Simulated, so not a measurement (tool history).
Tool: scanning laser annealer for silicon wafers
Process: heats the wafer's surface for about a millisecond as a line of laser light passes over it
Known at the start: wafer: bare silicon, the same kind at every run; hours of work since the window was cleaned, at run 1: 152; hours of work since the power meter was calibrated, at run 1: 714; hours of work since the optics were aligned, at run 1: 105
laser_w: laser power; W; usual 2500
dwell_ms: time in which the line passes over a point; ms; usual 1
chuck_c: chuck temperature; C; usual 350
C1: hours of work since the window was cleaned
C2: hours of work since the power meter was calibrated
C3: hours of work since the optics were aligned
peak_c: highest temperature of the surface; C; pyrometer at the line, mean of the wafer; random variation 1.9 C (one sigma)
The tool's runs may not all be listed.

{"run": 1, "day": 0.0, "laser_w": 2500, "dwell_ms": 1, "chuck_c": 350, "C1": 152, "C2": 714, "C3": 105, "peak_c": 1170}
{"run": 2, "day": 0.917, "laser_w": 2500, "dwell_ms": 1, "chuck_c": 350, "C1": 166, "C2": 728, "C3": 119, "peak_c": 1174}
{"run": 3, "day": 1.575, "laser_w": 2477, "dwell_ms": 1, "chuck_c": 350, "C1": 176, "C2": 738, "C3": 129, "peak_c": 1162}
{"run": 4, "day": 2.1, "laser_w": 2477, "dwell_ms": 1, "chuck_c": 350, "C1": 184, "C2": 746, "C3": 137, "peak_c": 1161}
{"run": 5, "day": 3.042, "laser_w": 2500, "dwell_ms": 1, "chuck_c": 350, "C1": 198, "C2": 760, "C3": 151, "peak_c": 1167}
{"run": 6, "day": 4.121, "laser_w": 2500, "dwell_ms": 1, "chuck_c": 350, "C1": 214, "C2": 776, "C3": 168, "peak_c": 1168}
{"run": 7, "day": 5.417, "laser_w": 2500, "dwell_ms": 1, "chuck_c": 364, "C1": 234, "C2": 796, "C3": 187, "peak_c": 1179}
{"run": 8, "day": 6.379, "laser_w": 2736, "dwell_ms": 1, "chuck_c": 350, "C1": 248, "C2": 811, "C3": 202, "peak_c": 1268}
{"day": 6.667, "done": "optics aligned, line set to its width"}
{"run": 9, "day": 7.492, "laser_w": 2565, "dwell_ms": 1, "chuck_c": 350, "C1": 262, "C2": 824, "C3": 12, "peak_c": 1187}
{"run": 10, "day": 8.046, "laser_w": 2500, "dwell_ms": 1, "chuck_c": 350, "C1": 270, "C2": 833, "C3": 21, "peak_c": 1160}
{"day": 8.712, "done": "optics aligned, line set to its width, once more"}
{"run": 11, "day": 9.271, "laser_w": 2500, "dwell_ms": 1, "chuck_c": 350, "C1": 286, "C2": 848, "C3": 8, "peak_c": 1169}
{"run": 12, "day": 10.508, "laser_w": 2500, "dwell_ms": 1, "chuck_c": 350, "C1": 304, "C2": 867, "C3": 27, "peak_c": 1168}
{"run": 13, "day": 11.704, "laser_w": 2614, "dwell_ms": 1, "chuck_c": 382, "C1": 322, "C2": 885, "C3": 45, "peak_c": 1249}
{"run": 14, "day": 12.3, "laser_w": 2323, "dwell_ms": 0.93, "chuck_c": 376, "C1": 331, "C2": 894, "C3": 54, "peak_c": 1086}
{"run": 15, "day": 13.071, "laser_w": 2291, "dwell_ms": 1.07, "chuck_c": 361, "C1": 343, "C2": 905, "C3": 66, "peak_c": 1116}
{"run": 16, "day": 14.121, "laser_w": 2291, "dwell_ms": 0.8, "chuck_c": 317, "C1": 359, "C2": 921, "C3": 82, "peak_c": 955}
{"run": 17, "day": 14.696, "laser_w": 2291, "dwell_ms": 0.8, "chuck_c": 328, "C1": 368, "C2": 930, "C3": 90, "peak_c": 965}
{"run": 18, "day": 15.271, "laser_w": 2500, "dwell_ms": 0.78, "chuck_c": 350, "C1": 376, "C2": 939, "C3": 99, "peak_c": 1057}
{"run": 19, "day": 16.108, "laser_w": 2283, "dwell_ms": 1, "chuck_c": 360, "C1": 389, "C2": 951, "C3": 112, "peak_c": 1083}

Hidden state or all else? Some run-to-run changes of peak_c, split into what the settings, what came in and random variation would give without the hidden state, and what is left for the hidden state (with any gauge scatter that isn't in both results):
The hidden state here: light that passes the window, % of a clean one's; laser's true power over the reading, %; width of the line over the set one, %; drift of the gauge itself on peak_c, C.
Run 10 -> 11: optics aligned, line set to its width, once more. peak_c +9 C: hidden state +12, all else -3.
Run 13 -> 14: laser_w 2614 -> 2323, dwell_ms 1 -> 0.93, chuck_c 382 -> 376. peak_c -163 C: hidden state +4, all else -167.
